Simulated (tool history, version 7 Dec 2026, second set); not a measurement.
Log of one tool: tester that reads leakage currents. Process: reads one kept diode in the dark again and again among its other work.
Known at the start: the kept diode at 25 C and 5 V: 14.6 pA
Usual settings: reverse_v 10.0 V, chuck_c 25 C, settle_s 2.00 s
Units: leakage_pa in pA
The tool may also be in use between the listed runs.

run	hour	reverse_v	chuck_c	settle_s	leakage_pa
1	0.0	10.0	25	2.00	32.46
2	64.7	10.0	25	2.00	33.29
3	128.5	10.0	51	2.00	184.48
4	165.0	10.0	51	2.00	184.02
5	243.4	1.0	25	2.00	8.00
6	278.4	1.0	25	2.00	8.07
7	342.3	10.0	25	9.72	35.60
8	412.9	10.0	48	9.72	155.80
9	489.9	15.6	25	2.00	53.73
10	537.7	10.0	25	2.00	39.65
11	598.8	10.0	25	2.00	40.10
12	643.9	10.0	25	2.00	40.86
13	725.4	10.0	25	2.00	41.91
14	808.8	10.0	25	2.00	42.80
15	867.8	10.0	25	2.00	43.66
# hour 875.8: tester calibrated
16	945.0	10.0	25	2.00	45.05
17	1017.1	15.5	25	2.00	63.46
18	1074.1	10.0	52	2.00	228.77
19	1135.0	10.0	25	2.00	47.28
20	1171.9	10.0	25	2.00	47.83
21	1257.5	10.0	25	2.00	48.87
# hour 1292.8: chuck's temperature calibrated
22	1302.1	14.6	25	2.00	59.74
23	1351.3	14.6	25	2.00	60.43
# hour 1364.0: tester calibrated, once more
24	1430.8	10.0	22	0.58	44.86
25	1481.8	10.0	22	0.58	45.56
26	1537.6	10.0	22	0.58	46.13
27	1587.5	10.0	22	0.58	47.02
28	1660.7	10.0	22	0.58	47.71
# hour 1714.4: probe card cleaned and baked
29	1726.4	10.0	22	0.58	23.53
30	1777.5	5.8	25	1.27	19.02
31	1823.1	1.6	45	0.98	44.03
32	1858.0	12.3	59	3.14	348.82
33	1919.0	1.0	36	1.06	17.65
34	1969.5	11.7	35	0.31	73.12
35	2008.6	1.0	20	5.47	4.88
36	2086.0	1.2	41	5.47	28.84
37	2130.8	1.2	41	5.47	29.10
38	2189.9	1.2	37	5.47	21.71
39	2248.8	6.4	25	7.61	22.69

Forecast each of these 5 alternatives for the next run:
A	2290.4	15.4	46	2.00	?
B	2290.4	3.5	27	8.03	?
C	2290.4	7.8	59	1.37	?
D	2290.4	8.1	33	0.58	?
E	2290.4	6.4	49	1.66	?

run	leakage_pa
A	172.45
B	18.72
C	292.71
D	51.59
E	131.88
Without the tool's hidden state the same runs would have given:
run	leakage_pa
A	144.77
B	14.57
C	256.84
D	41.66
E	113.53

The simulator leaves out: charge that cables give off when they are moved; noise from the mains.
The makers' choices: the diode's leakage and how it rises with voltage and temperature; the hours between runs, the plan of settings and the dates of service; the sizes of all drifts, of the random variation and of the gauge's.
